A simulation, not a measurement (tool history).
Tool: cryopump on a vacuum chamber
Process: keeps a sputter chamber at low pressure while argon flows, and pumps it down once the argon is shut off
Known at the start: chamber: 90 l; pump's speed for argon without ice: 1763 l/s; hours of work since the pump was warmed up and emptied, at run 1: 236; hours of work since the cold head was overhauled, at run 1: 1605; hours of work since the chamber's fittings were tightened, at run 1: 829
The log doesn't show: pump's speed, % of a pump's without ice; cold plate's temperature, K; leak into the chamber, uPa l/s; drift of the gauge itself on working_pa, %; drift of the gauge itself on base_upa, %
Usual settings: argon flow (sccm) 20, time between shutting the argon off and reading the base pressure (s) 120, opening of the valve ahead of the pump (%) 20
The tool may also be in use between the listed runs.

run	hour	argon flow (sccm)	time between shutting the argon off and reading the base pressure (s)	opening of the valve ahead of the pump (%)	hours of work since the pump was warmed up and emptied	hours of work since the cold head was overhauled	hours of work since the chamber's fittings were tightened	pressure while argon flows (Pa)	pressure after the wait (uPa)
1	0.0	20	120	20	236	1605	829	0.1026	0.60
2	26.9	20	120	35	254	1624	848	0.0617	0.64
3	57.9	20	285	20	276	1646	870	0.1042	0.51
4	90.6	20	211	20	299	1669	893	0.1056	0.52
# hour 111.5: pump warmed up, emptied and cooled again
5	140.0	20	211	20	20	1700	924	0.0961	0.44
6	166.7	20	114	20	39	1719	942	0.0962	0.53
7	219.0	20	114	20	75	1755	979	0.0975	0.59
8	269.2	20	120	20	111	1790	1014	0.0989	0.62
9	304.9	20	120	20	136	1815	1039	0.0989	0.61
10	361.0	20	120	20	175	1855	1079	0.1005	0.63
11	393.0	31	60	21	197	1877	1101	0.1491	0.89
12	420.7	31	52	21	217	1897	1121	0.1509	0.96
13	443.7	31	52	21	233	1913	1137	0.1532	0.96
14	474.3	20	231	30	255	1934	1158	0.0732	0.54
15	507.6	20	231	30	278	1958	1182	0.0729	0.56
16	538.8	16	231	21	300	1980	1204	0.0814	0.67
# hour 556.9: pump warmed up, emptied and cooled again
17	577.7	16	231	21	15	2003	1227	0.0728	0.47
18	616.0	22	74	18	41	2030	1254	0.1189	0.72
19	658.3	12	26	20	71	2060	1284	0.0582	1.40
20	695.5	12	26	20	97	2086	1310	0.0591	1.42

How the hidden state differs across the entries between the runs, from the last listed run before each to the first after it:
Between runs 4 and 5: pump warmed up, emptied and cooled again (hour 111.5)
  pump's speed, % of a pump's without ice: 68.7 -> 97.8; leak into the chamber, uPa l/s: 518 -> 525
  measured less the result without the state, pressure while argon flows (Pa): +0.0090 -> +0.0006; pressure after the wait (uPa): +0.26 -> +0.13
Between runs 16 and 17: pump warmed up, emptied and cooled again (hour 556.9)
  pump's speed, % of a pump's without ice: 65.5 -> 98.1; leak into the chamber, uPa l/s: 587 -> 592
  measured less the result without the state, pressure while argon flows (Pa): +0.0083 -> +0.0005; pressure after the wait (uPa): +0.35 -> +0.18
